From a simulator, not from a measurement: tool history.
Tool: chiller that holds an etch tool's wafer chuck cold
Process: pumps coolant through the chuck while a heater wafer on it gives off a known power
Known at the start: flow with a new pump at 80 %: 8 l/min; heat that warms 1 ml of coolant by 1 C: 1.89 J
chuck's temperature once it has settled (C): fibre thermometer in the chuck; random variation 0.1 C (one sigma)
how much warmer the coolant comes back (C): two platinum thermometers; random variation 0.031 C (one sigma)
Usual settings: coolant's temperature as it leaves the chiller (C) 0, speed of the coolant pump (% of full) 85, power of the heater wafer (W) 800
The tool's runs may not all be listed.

run,hour,coolant's temperature as it leaves the chiller (C),speed of the coolant pump (% of full),power of the heater wafer (W),chuck's temperature once it has settled (C),how much warmer the coolant comes back (C)
1,0,0,85,800,6.4,2.97
2,35.7,0,85,800,6.3,3.01
3,109.7,0,85,773,6.1,2.86
4,155.3,0,85,773,6.3,2.93
5,194.4,0,85,773,6.1,2.99
6,233.1,0,85,800,6.3,3.14
7,311.1,0,85,1191,9.4,4.54
8,366.2,0,85,1191,9.4,4.47
9,407.5,4,85,800,10.3,3.05
10,457.9,4,85,800,10.3,3.07
11,530.4,0,85,523,4,2.06
# hour 572.5: chiller's thermometer calibrated
12,593.5,0,85,523,4.1,2.1
13,671.6,0,85,523,4,2.09
14,722.2,0,85,523,4.1,2.07
15,796.1,0,85,523,4,2.16
16,875,0,85,523,4.1,2.15
17,921.2,0,85,523,3.9,2.14
18,976.9,-9,78,421,-5.6,1.96
19,1015.9,-9,78,421,-5.5,1.89
20,1058.6,-9,78,421,-5.5,2
21,1131.5,-9,78,421,-5.5,2.01
22,1180,-9,78,421,-5.6,1.97
23,1237.4,0,67,439,4.1,2.35
24,1315.4,0,67,439,4,2.47
25,1372.2,-6,68,1033,3.3,5.24
26,1408.2,0,69,1173,10.7,5.85
27,1458.1,0,85,439,3.4,1.95
28,1521,-7,85,986,0.9,4.07
29,1553.3,10,60,800,18.1,4.63

4 ways to go on from here, each from the tool as it stands after run 29. What would each give?
A,1604,10,74,800,?,?
B,1604,-9,64,800,?,?
C,1604,4,65,800,?,?
D,1604,-7,85,515,?,?

run,chuck's temperature once it has settled (C),how much warmer the coolant comes back (C)
A,17.1,3.87
B,-1.3,4.48
C,11.6,4.38
D,-2.8,2.29
Without the tool's hidden state the same runs would have given:
run,chuck's temperature once it has settled (C),how much warmer the coolant comes back (C)
A,17,3.47
B,-1.3,4.08
C,11.5,3.98
D,-2.8,1.9
